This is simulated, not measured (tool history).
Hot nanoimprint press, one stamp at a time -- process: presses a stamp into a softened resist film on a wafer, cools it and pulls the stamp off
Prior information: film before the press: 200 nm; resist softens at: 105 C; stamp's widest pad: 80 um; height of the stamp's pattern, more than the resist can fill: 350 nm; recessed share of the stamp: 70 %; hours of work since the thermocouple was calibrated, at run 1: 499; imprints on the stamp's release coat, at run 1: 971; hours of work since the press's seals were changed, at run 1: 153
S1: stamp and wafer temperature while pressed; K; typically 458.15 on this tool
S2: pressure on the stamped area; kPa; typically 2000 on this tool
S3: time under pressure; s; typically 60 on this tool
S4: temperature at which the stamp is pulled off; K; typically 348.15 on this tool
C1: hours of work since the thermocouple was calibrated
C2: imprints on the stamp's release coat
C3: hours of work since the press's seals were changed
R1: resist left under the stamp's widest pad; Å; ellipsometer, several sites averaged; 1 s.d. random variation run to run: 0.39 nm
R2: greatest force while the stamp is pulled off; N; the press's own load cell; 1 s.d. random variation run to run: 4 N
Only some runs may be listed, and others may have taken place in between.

run,hour,S1,S2,S3,S4,C1,C2,C3,R1,R2
1,0,458.15,2000,60,348.15,499,971,153,689,217
# hour 15.8: plate thermocouple calibrated
2,22.5,458.15,1430,60,348.15,5,1018,167,880,234
3,59,458.15,2000,60,348.15,30,1106,192,758,238
4,103.3,458.15,2000,60,348.15,61,1213,223,746,235
5,123.2,458.15,2000,100,348.15,75,1261,237,600,235
6,164.6,458.15,2000,100,348.15,104,1361,266,603,228
7,206.1,458.15,2000,100,348.15,133,1461,295,602,242
8,228,458.15,2000,100,348.15,149,1514,310,598,245
9,271,458.15,2000,100,348.15,179,1618,341,590,244
10,315.8,458.15,2000,100,348.15,210,1726,372,588,258
11,353.9,448.15,2390,100,347.15,237,1818,399,844,261
12,388.7,448.15,2390,100,347.15,261,1902,423,837,265
13,413.2,448.15,2390,34,347.15,278,1961,440,1223,273
14,449.8,458.15,2000,53,354.15,304,2050,466,759,217
15,468.8,458.15,2000,53,354.15,317,2096,479,765,217

What if the next run were any one of these 5? Each begins from the tool's condition after run 15:
A,508.1,460.15,2000,82,355.15,345,2190,507,?,?
B,508.1,458.15,2750,63,353.15,345,2190,507,?,?
C,508.1,458.15,1830,116,356.15,345,2190,507,?,?
D,508.1,452.15,2000,60,348.15,345,2190,507,?,?
E,508.1,458.15,2880,53,340.15,345,2190,507,?,?

run,R1,R2
A,579,208
B,599,230
C,570,200
D,920,263
E,637,313
With no hidden state in the tool, these same runs would have given:
run,R1,R2
A,608,151
B,626,166
C,600,146
D,966,190
E,664,223
